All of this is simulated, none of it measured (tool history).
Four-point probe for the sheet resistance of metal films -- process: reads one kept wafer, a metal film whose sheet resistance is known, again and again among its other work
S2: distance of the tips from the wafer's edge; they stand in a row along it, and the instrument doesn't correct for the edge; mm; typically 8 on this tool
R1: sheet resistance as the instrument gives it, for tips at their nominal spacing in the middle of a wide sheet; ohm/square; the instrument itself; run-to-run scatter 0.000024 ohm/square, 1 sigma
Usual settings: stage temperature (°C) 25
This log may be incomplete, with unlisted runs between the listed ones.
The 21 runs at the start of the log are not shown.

run 22 day=30.562 | stage_temperature_(°C)=25 S2=8 | R1=0.120787
run 23 day=31.892 | stage_temperature_(°C)=19 S2=6 | R1=0.122905
run 24 day=32.783 | stage_temperature_(°C)=18 S2=5 | R1=0.124278
run 25 day=34.496 | stage_temperature_(°C)=22 S2=10 | R1=0.120701
run 26 day=36.354 | stage_temperature_(°C)=22 S2=10 | R1=0.120668
run 27 day=37.867 | stage_temperature_(°C)=25 S2=10 | R1=0.120223
run 28 day=38.946 | stage_temperature_(°C)=28 S2=5 | R1=0.122705
run 29 day=40.542 | stage_temperature_(°C)=28 S2=31 | R1=0.118909
run 30 day=41.542 | stage_temperature_(°C)=28 S2=5 | R1=0.122799
run 31 day=42.404 | stage_temperature_(°C)=28 S2=29 | R1=0.118926
run 32 day=44.35 | stage_temperature_(°C)=19 S2=4 | R1=0.126371
run 33 day=45.629 | stage_temperature_(°C)=28 S2=5 | R1=0.122769
run 34 day=46.867 | stage_temperature_(°C)=28 S2=5 | R1=0.122855
run 35 day=48.225 | stage_temperature_(°C)=21 S2=50 | R1=0.119935
run 36 day=49.225 | stage_temperature_(°C)=25 S2=19 | R1=0.119581
run 37 day=51.004 | stage_temperature_(°C)=25 S2=19 | R1=0.119633
run 38 day=51.892 | stage_temperature_(°C)=19 S2=42 | R1=0.120321
run 39 day=53.771 | stage_temperature_(°C)=33 S2=21 | R1=0.118409
run 40 day=55.192 | stage_temperature_(°C)=34 S2=14 | R1=0.118514
run 41 day=56.354 | stage_temperature_(°C)=22 S2=32 | R1=0.119912
run 42 day=57.521 | stage_temperature_(°C)=22 S2=32 | R1=0.119924
run 43 day=58.65 | stage_temperature_(°C)=22 S2=32 | R1=0.119945
run 44 day=60.496 | stage_temperature_(°C)=22 S2=32 | R1=0.119974

4 ways to go on from here, each from the tool as it stands after run 44. What would each give?
run A day=61.308 | stage_temperature_(°C)=30 S2=7 | R1=?
run B day=61.308 | stage_temperature_(°C)=33 S2=30 | R1=?
run C day=61.308 | stage_temperature_(°C)=29 S2=20 | R1=?
run D day=61.308 | stage_temperature_(°C)=25 S2=14 | R1=?

run=A R1=0.120734
run=B R1=0.118322
run=C R1=0.119027
run=D R1=0.119929
Without the tool's unlogged condition, the same runs would have read:
run=A R1=0.119418
run=B R1=0.117033
run=C R1=0.117728
run=D R1=0.118619

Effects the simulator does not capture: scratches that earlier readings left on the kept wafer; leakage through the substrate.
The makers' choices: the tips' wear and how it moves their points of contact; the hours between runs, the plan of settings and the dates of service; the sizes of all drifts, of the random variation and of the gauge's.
